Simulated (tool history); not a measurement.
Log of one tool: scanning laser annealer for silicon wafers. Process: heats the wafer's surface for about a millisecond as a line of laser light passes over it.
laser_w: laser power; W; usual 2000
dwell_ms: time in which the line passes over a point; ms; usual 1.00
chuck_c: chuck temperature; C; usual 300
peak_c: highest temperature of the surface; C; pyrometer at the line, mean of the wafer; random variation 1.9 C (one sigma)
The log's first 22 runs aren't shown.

run   hour  laser_w  dwell_ms  chuck_c  hours of work since the window was cleaned  hours of work since the power meter was calibrated  hours of work since the optics were aligned  peak_c
 23  513.0     2178      1.04      271                                          40                                                 889                                         1559    1194
 24  535.8     1960      1.12      300                                          59                                                 907                                         1577    1161
 25  554.0     1892      1.03      265                                          73                                                 922                                         1592    1052
 26  571.5     1895      0.99      334                                          87                                                 936                                         1606    1106
 27  597.9     1895      0.99      334                                         108                                                 957                                         1627    1103
 28  621.8     1886      0.84      320                                         127                                                 976                                         1646    1013
     629.0  -- optics aligned, line set to its width
 29  644.7     2130      0.84      313                                         141                                                 990                                           13    1109
 30  674.6     1894      0.76      327                                         165                                                1014                                           36     986
 31  696.3     1953      0.96      287                                         183                                                1031                                           54    1069
 32  718.9     2000      1.13      264                                         201                                                1049                                           72    1146
 33  736.7     2000      1.00      328                                         215                                                1063                                           86    1146
 34  750.5     2000      1.00      328                                         226                                                1074                                           97    1145
 35  765.3     1977      1.07      328                                         238                                                1086                                          109    1171
 36  782.6     2001      1.00      300                                         251                                                1100                                          122    1117
 37  811.7     1809      1.12      263                                         274                                                1123                                          146    1046
 38  827.2     1809      1.12      263                                         287                                                1135                                          158    1047
 39  842.0     1769      1.12      318                                         299                                                1147                                          170    1083
 40  864.2     1769      1.12      318                                         316                                                1165                                          187    1080
 41  886.9     2077      0.93      339                                         334                                                1183                                          206    1146
 42  909.4     2077      0.93      273                                         352                                                1201                                          223    1081

Forecast each of these 3 alternatives for the next run:
  A  924.2     2000      1.00      297                                         364                                                1213                                          235       ?
  B  924.2     1817      1.20      300                                         364                                                1213                                          235       ?
  C  924.2     1723      1.06      313                                         364                                                1213                                          235       ?

run  peak_c
  A    1102
  B    1115
  C    1029
Without the tool's hidden state the same runs would have given:
run  peak_c
  A    1128
  B    1140
  C    1052
